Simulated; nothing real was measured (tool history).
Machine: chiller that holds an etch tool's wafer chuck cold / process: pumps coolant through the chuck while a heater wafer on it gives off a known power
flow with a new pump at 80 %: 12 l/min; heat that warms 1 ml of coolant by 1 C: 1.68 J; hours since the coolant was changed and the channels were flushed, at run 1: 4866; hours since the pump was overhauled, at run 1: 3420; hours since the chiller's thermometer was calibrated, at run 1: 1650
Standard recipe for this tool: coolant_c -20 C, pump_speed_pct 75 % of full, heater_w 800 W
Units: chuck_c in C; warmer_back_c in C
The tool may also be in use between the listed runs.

| run | hour | coolant_c | pump_speed_pct | heater_w | hours since the coolant was changed and the channels were flushed | hours since the pump was overhauled | hours since the chiller's thermometer was calibrated | chuck_c | warmer_back_c |
|---|---|---|---|---|---|---|---|---|---|
| 1 | 0.0 | -20 | 75 | 800 | 4866 | 3420 | 1650 | -12.1 | 2.55 |
| 2 | 117.7 | -20 | 75 | 800 | 4983 | 3538 | 1768 | -11.9 | 2.58 |
| 3 | 214.3 | -20 | 75 | 652 | 5080 | 3634 | 1865 | -13.4 | 2.08 |
|  | 374.2 | coolant changed, channels flushed |
| 4 | 374.2 | -19 | 75 | 800 | 0 | 3788 | 2019 | -11.0 | 2.58 |
| 5 | 515.8 | -19 | 75 | 800 | 142 | 3930 | 2160 | -10.9 | 2.57 |
| 6 | 604.5 | -19 | 75 | 800 | 230 | 4019 | 2249 | -10.9 | 2.56 |
| 7 | 685.4 | -19 | 75 | 800 | 311 | 4099 | 2330 | -10.9 | 2.60 |
| 8 | 759.1 | -15 | 75 | 800 | 385 | 4173 | 2403 | -6.9 | 2.55 |
| 9 | 935.9 | -15 | 75 | 800 | 562 | 4350 | 2580 | -6.9 | 2.55 |
| 10 | 1024.6 | -23 | 75 | 800 | 650 | 4439 | 2669 | -14.8 | 2.57 |
| 11 | 1100.8 | -23 | 75 | 800 | 727 | 4515 | 2745 | -14.9 | 2.55 |
| 12 | 1224.3 | -23 | 75 | 800 | 850 | 4638 | 2869 | -14.9 | 2.57 |
| 13 | 1305.8 | -23 | 75 | 800 | 932 | 4720 | 2950 | -14.9 | 2.57 |
| 14 | 1479.8 | -19 | 65 | 773 | 1106 | 4894 | 3124 | -10.4 | 2.91 |
| 15 | 1639.6 | -19 | 75 | 1169 | 1265 | 5054 | 3284 | -7.2 | 3.76 |
| 16 | 1816.3 | -20 | 75 | 1011 | 1442 | 5230 | 3461 | -10.0 | 3.26 |
| 17 | 1941.1 | -20 | 76 | 789 | 1567 | 5355 | 3585 | -12.3 | 2.51 |
| 18 | 2088.4 | -20 | 76 | 789 | 1714 | 5502 | 3733 | -12.1 | 2.49 |
| 19 | 2190.6 | -20 | 76 | 789 | 1816 | 5605 | 3835 | -12.0 | 2.53 |
| 20 | 2338.8 | -20 | 76 | 789 | 1965 | 5753 | 3983 | -12.2 | 2.49 |
|  | 2457.0 | chiller's thermometer calibrated |
| 21 | 2509.7 | -18 | 80 | 800 | 2134 | 5923 | 53 | -10.2 | 2.37 |

Entry by entry between the runs, the difference in hidden state between the last listed run before and the first listed run after:
In the gap between runs 3 and 4: coolant changed, channels flushed (hour 374.2)
  heat passed by the chuck's channels, % of clean ones': 99.7 -> 100
In the gap between runs 20 and 21: chiller's thermometer calibrated (hour 2457.0)
  coolant's true temperature over the reading, C: 0.01 -> 0
